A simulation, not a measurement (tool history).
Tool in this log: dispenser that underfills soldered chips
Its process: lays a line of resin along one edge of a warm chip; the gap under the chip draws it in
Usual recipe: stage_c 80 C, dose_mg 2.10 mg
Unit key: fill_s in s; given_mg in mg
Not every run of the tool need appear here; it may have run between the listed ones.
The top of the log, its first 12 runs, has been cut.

run	hour	stage_c	dose_mg	hours of work since the syringe was changed	hours of work since the valve was cleaned	hours of work since the stage was calibrated	fill_s	given_mg
# hour 53.4: new syringe of resin
13	53.8	86	2.10	0	46	165	27.1	2.061
14	58.3	86	2.10	3	49	167	31.1	2.061
15	63.3	80	2.10	6	52	170	42.6	2.051
# hour 65.2: new syringe of resin
16	68.7	94	2.10	2	55	173	23.0	2.057
17	73.2	86	2.10	5	58	176	32.8	2.044
# hour 77.0: new syringe of resin
18	79.4	86	2.10	1	61	180	29.4	2.051
19	83.0	72	2.29	4	63	182	48.9	2.232
# hour 88.9: new syringe of resin
20	88.9	72	2.29	0	67	185	42.8	2.224

Run 21 is up next; what results do you expect?
21	94.3	72	2.29	3	70	189	?	?

{"run 21": {"fill_s": 48.4, "given_mg": 2.227}}
Minus the tool's unlogged condition, the same run would have read fill_s 39.9 s, given_mg 2.291 mg.
